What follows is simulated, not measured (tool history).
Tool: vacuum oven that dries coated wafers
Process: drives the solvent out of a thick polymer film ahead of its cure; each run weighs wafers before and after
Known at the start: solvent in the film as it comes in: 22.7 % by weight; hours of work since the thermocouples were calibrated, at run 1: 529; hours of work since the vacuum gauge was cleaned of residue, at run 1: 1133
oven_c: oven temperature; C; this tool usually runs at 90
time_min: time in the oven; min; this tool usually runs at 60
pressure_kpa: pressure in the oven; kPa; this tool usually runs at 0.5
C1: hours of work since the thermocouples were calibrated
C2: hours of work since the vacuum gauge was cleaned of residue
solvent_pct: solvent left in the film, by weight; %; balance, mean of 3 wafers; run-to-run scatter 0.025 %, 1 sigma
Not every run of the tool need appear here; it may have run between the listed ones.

run 1 hour=0 | oven_c=90 time_min=60 pressure_kpa=0.5 | C1=529 C2=1133 | solvent_pct=0.82
run 2 hour=62.7 | oven_c=90 time_min=60 pressure_kpa=0.412 | C1=577 C2=1181 | solvent_pct=0.82
run 3 hour=117.9 | oven_c=90 time_min=60 pressure_kpa=1.683 | C1=619 C2=1224 | solvent_pct=1.12
run 4 hour=182 | oven_c=99 time_min=60 pressure_kpa=0.5 | C1=668 C2=1273 | solvent_pct=0.13
run 5 hour=226 | oven_c=99 time_min=60 pressure_kpa=0.5 | C1=702 C2=1306 | solvent_pct=0.12
run 6 hour=252 | oven_c=99 time_min=60 pressure_kpa=0.5 | C1=721 C2=1326 | solvent_pct=0.13
run 7 hour=291.8 | oven_c=99 time_min=60 pressure_kpa=0.5 | C1=752 C2=1357 | solvent_pct=0.18
run 8 hour=318.7 | oven_c=78 time_min=95 pressure_kpa=0.5 | C1=772 C2=1377 | solvent_pct=2.53
-- hour=340.9 vacuum gauge cleaned of residue and calibrated
run 9 hour=377.4 | oven_c=97 time_min=54 pressure_kpa=0.614 | C1=816 C2=28 | solvent_pct=0.22
run 10 hour=433.7 | oven_c=86 time_min=41 pressure_kpa=0.392 | C1=859 C2=71 | solvent_pct=3.54

4 ways to go on from here, each from the tool as it stands after run 10. What would each give?
run A hour=460.9 | oven_c=98 time_min=38 pressure_kpa=0.503 | C1=880 C2=92 | solvent_pct=?
run B hour=460.9 | oven_c=90 time_min=46 pressure_kpa=0.5 | C1=880 C2=92 | solvent_pct=?
run C hour=460.9 | oven_c=88 time_min=59 pressure_kpa=1.079 | C1=880 C2=92 | solvent_pct=?
run D hour=460.9 | oven_c=81 time_min=60 pressure_kpa=0.5 | C1=880 C2=92 | solvent_pct=?

run=A solvent_pct=0.54
run=B solvent_pct=1.55
run=C solvent_pct=1.38
run=D solvent_pct=3.65
With no hidden state in the tool, these same runs would have given:
run=A solvent_pct=0.54
run=B solvent_pct=1.54
run=C solvent_pct=1.38
run=D solvent_pct=3.64
